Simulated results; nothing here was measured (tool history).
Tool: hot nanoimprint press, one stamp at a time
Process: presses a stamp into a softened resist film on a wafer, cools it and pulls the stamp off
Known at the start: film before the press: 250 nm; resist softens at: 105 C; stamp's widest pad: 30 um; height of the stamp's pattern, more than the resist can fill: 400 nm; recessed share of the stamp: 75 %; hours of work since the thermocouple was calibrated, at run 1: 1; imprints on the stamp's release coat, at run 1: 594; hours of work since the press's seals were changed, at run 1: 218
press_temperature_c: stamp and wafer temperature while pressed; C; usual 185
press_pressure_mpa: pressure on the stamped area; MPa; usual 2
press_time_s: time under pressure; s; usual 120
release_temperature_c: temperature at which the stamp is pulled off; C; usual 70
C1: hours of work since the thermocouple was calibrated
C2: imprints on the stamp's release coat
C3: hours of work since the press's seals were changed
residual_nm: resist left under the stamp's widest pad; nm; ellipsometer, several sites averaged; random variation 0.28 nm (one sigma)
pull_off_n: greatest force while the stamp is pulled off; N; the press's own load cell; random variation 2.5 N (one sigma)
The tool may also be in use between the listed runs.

{"run": 1, "hour": 0.0, "press_temperature_c": 185, "press_pressure_mpa": 2, "press_time_s": 120, "release_temperature_c": 70, "C1": 1, "C2": 594, "C3": 218, "residual_nm": 98.1, "pull_off_n": 132}
{"run": 2, "hour": 11.5, "press_temperature_c": 185, "press_pressure_mpa": 2, "press_time_s": 120, "release_temperature_c": 70, "C1": 8, "C2": 631, "C3": 225, "residual_nm": 98.2, "pull_off_n": 132}
{"run": 3, "hour": 25.7, "press_temperature_c": 185, "press_pressure_mpa": 2, "press_time_s": 120, "release_temperature_c": 70, "C1": 16, "C2": 676, "C3": 233, "residual_nm": 97.6, "pull_off_n": 133}
{"run": 4, "hour": 38.5, "press_temperature_c": 178, "press_pressure_mpa": 2, "press_time_s": 120, "release_temperature_c": 70, "C1": 24, "C2": 717, "C3": 241, "residual_nm": 119.7, "pull_off_n": 132}
{"run": 5, "hour": 60.1, "press_temperature_c": 185, "press_pressure_mpa": 2, "press_time_s": 120, "release_temperature_c": 70, "C1": 36, "C2": 786, "C3": 254, "residual_nm": 98.7, "pull_off_n": 140}
{"run": 6, "hour": 76.8, "press_temperature_c": 185, "press_pressure_mpa": 2, "press_time_s": 120, "release_temperature_c": 70, "C1": 46, "C2": 840, "C3": 263, "residual_nm": 98.4, "pull_off_n": 133}
{"run": 7, "hour": 86.1, "press_temperature_c": 185, "press_pressure_mpa": 2, "press_time_s": 120, "release_temperature_c": 70, "C1": 52, "C2": 870, "C3": 269, "residual_nm": 98.4, "pull_off_n": 133}
{"run": 8, "hour": 95.3, "press_temperature_c": 185, "press_pressure_mpa": 2.43, "press_time_s": 120, "release_temperature_c": 70, "C1": 57, "C2": 899, "C3": 274, "residual_nm": 89.7, "pull_off_n": 139}
{"run": 9, "hour": 109.5, "press_temperature_c": 185, "press_pressure_mpa": 2, "press_time_s": 120, "release_temperature_c": 70, "C1": 66, "C2": 945, "C3": 283, "residual_nm": 98.8, "pull_off_n": 138}
{"run": 10, "hour": 121.7, "press_temperature_c": 185, "press_pressure_mpa": 2, "press_time_s": 120, "release_temperature_c": 70, "C1": 73, "C2": 984, "C3": 290, "residual_nm": 98.6, "pull_off_n": 146}
{"hour": 125.7, "done": "plate thermocouple calibrated"}
{"run": 11, "hour": 135.1, "press_temperature_c": 185, "press_pressure_mpa": 2, "press_time_s": 120, "release_temperature_c": 70, "C1": 6, "C2": 1017, "C3": 296, "residual_nm": 99.7, "pull_off_n": 147}
{"run": 12, "hour": 154.4, "press_temperature_c": 185, "press_pressure_mpa": 2.79, "press_time_s": 120, "release_temperature_c": 70, "C1": 17, "C2": 1079, "C3": 307, "residual_nm": 84.9, "pull_off_n": 145}
{"run": 13, "hour": 169.6, "press_temperature_c": 185, "press_pressure_mpa": 2.79, "press_time_s": 120, "release_temperature_c": 70, "C1": 26, "C2": 1128, "C3": 316, "residual_nm": 85.1, "pull_off_n": 145}
{"hour": 173.7, "done": "plate thermocouple calibrated, once more"}
{"run": 14, "hour": 183.1, "press_temperature_c": 185, "press_pressure_mpa": 2.79, "press_time_s": 70, "release_temperature_c": 70, "C1": 6, "C2": 1162, "C3": 322, "residual_nm": 104, "pull_off_n": 145}
{"run": 15, "hour": 201.3, "press_temperature_c": 185, "press_pressure_mpa": 2, "press_time_s": 120, "release_temperature_c": 60, "C1": 16, "C2": 1220, "C3": 333, "residual_nm": 98.2, "pull_off_n": 174}
{"run": 16, "hour": 216.7, "press_temperature_c": 185, "press_pressure_mpa": 2, "press_time_s": 120, "release_temperature_c": 60, "C1": 25, "C2": 1269, "C3": 342, "residual_nm": 99, "pull_off_n": 180}
{"run": 17, "hour": 237.1, "press_temperature_c": 185, "press_pressure_mpa": 2, "press_time_s": 120, "release_temperature_c": 60, "C1": 37, "C2": 1335, "C3": 354, "residual_nm": 99.2, "pull_off_n": 187}
{"run": 18, "hour": 247.7, "press_temperature_c": 185, "press_pressure_mpa": 2, "press_time_s": 120, "release_temperature_c": 60, "C1": 44, "C2": 1369, "C3": 361, "residual_nm": 98.8, "pull_off_n": 179}
{"run": 19, "hour": 268.7, "press_temperature_c": 190, "press_pressure_mpa": 1.37, "press_time_s": 128, "release_temperature_c": 58, "C1": 56, "C2": 1436, "C3": 373, "residual_nm": 101.4, "pull_off_n": 196}
{"run": 20, "hour": 283.8, "press_temperature_c": 190, "press_pressure_mpa": 1.37, "press_time_s": 128, "release_temperature_c": 58, "C1": 65, "C2": 1485, "C3": 382, "residual_nm": 101, "pull_off_n": 187}
{"run": 21, "hour": 297.5, "press_temperature_c": 184, "press_pressure_mpa": 2.91, "press_time_s": 157, "release_temperature_c": 70, "C1": 73, "C2": 1529, "C3": 390, "residual_nm": 76.3, "pull_off_n": 158}
{"run": 22, "hour": 317.7, "press_temperature_c": 184, "press_pressure_mpa": 2.91, "press_time_s": 157, "release_temperature_c": 70, "C1": 85, "C2": 1594, "C3": 402, "residual_nm": 76.3, "pull_off_n": 166}
{"run": 23, "hour": 335.8, "press_temperature_c": 184, "press_pressure_mpa": 2.91, "press_time_s": 157, "release_temperature_c": 70, "C1": 95, "C2": 1652, "C3": 412, "residual_nm": 76.1, "pull_off_n": 166}
{"run": 24, "hour": 351.2, "press_temperature_c": 185, "press_pressure_mpa": 2, "press_time_s": 120, "release_temperature_c": 70, "C1": 104, "C2": 1701, "C3": 421, "residual_nm": 99.5, "pull_off_n": 164}
{"run": 25, "hour": 370.8, "press_temperature_c": 185, "press_pressure_mpa": 2, "press_time_s": 120, "release_temperature_c": 70, "C1": 116, "C2": 1764, "C3": 433, "residual_nm": 99.4, "pull_off_n": 165}
{"run": 26, "hour": 388.6, "press_temperature_c": 185, "press_pressure_mpa": 2, "press_time_s": 230, "release_temperature_c": 65, "C1": 126, "C2": 1821, "C3": 443, "residual_nm": 76.4, "pull_off_n": 187}
{"run": 27, "hour": 403.5, "press_temperature_c": 185, "press_pressure_mpa": 1.3, "press_time_s": 168, "release_temperature_c": 76, "C1": 135, "C2": 1869, "C3": 452, "residual_nm": 107.3, "pull_off_n": 145}
{"run": 28, "hour": 419.7, "press_temperature_c": 195, "press_pressure_mpa": 1.39, "press_time_s": 97, "release_temperature_c": 67, "C1": 145, "C2": 1921, "C3": 462, "residual_nm": 99.7, "pull_off_n": 178}
{"run": 29, "hour": 431.7, "press_temperature_c": 180, "press_pressure_mpa": 1.39, "press_time_s": 235, "release_temperature_c": 67, "C1": 152, "C2": 1959, "C3": 469, "residual_nm": 104.8, "pull_off_n": 185}

4 ways to go on from here, each from the tool as it stands after run 29. What would each give?
{"run": "A", "hour": 447.9, "press_temperature_c": 180, "press_pressure_mpa": 1.71, "press_time_s": 73, "release_temperature_c": 57, "C1": 161, "C2": 2011, "C3": 478, "residual_nm": "?", "pull_off_n": "?"}
{"run": "B", "hour": 447.9, "press_temperature_c": 187, "press_pressure_mpa": 1.4, "press_time_s": 235, "release_temperature_c": 68, "C1": 161, "C2": 2011, "C3": 478, "residual_nm": "?", "pull_off_n": "?"}
{"run": "C", "hour": 447.9, "press_temperature_c": 193, "press_pressure_mpa": 2, "press_time_s": 146, "release_temperature_c": 64, "C1": 161, "C2": 2011, "C3": 478, "residual_nm": "?", "pull_off_n": "?"}
{"run": "D", "hour": 447.9, "press_temperature_c": 180, "press_pressure_mpa": 2.94, "press_time_s": 167, "release_temperature_c": 57, "C1": 161, "C2": 2011, "C3": 478, "residual_nm": "?", "pull_off_n": "?"}

run=A residual_nm=145.2 pull_off_n=214
run=B residual_nm=86 pull_off_n=174
run=C residual_nm=74.7 pull_off_n=194
run=D residual_nm=84 pull_off_n=222
Without the tool's hidden state the same runs would have given:
run=A residual_nm=141.9 pull_off_n=145
run=B residual_nm=83.8 pull_off_n=118
run=C residual_nm=72.7 pull_off_n=132
run=D residual_nm=81.1 pull_off_n=150

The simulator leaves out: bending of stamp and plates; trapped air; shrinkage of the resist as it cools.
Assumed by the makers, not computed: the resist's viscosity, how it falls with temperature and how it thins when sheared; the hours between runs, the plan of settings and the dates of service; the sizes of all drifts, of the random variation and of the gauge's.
